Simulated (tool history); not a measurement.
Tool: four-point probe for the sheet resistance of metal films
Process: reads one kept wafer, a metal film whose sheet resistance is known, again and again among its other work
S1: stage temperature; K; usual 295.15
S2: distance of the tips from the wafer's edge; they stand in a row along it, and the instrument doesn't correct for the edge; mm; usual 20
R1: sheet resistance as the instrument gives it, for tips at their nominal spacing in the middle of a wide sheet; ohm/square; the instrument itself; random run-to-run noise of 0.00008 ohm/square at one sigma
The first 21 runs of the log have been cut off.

run,day,S1,S2,R1
22,44.671,301.15,20,0.400144
23,46.838,301.15,20,0.399988
24,49.733,298.15,7,0.402217
25,52.129,301.15,20,0.400225
26,54.542,301.15,20,0.400102
27,57.425,299.15,65,0.400301
28,59.617,306.15,8,0.400569
29,61.371,299.15,4,0.405518
30,62.9,292.15,9,0.402251
# day 63.062: stage's thermometer calibrated
31,64.521,306.15,51,0.399093

Run 32 is up next; what results do you expect?
32,65.912,294.15,51,?

R1: 0.400809 ohm/square
Without the tool's hidden state the same run would have given R1 0.400684 ohm/square.
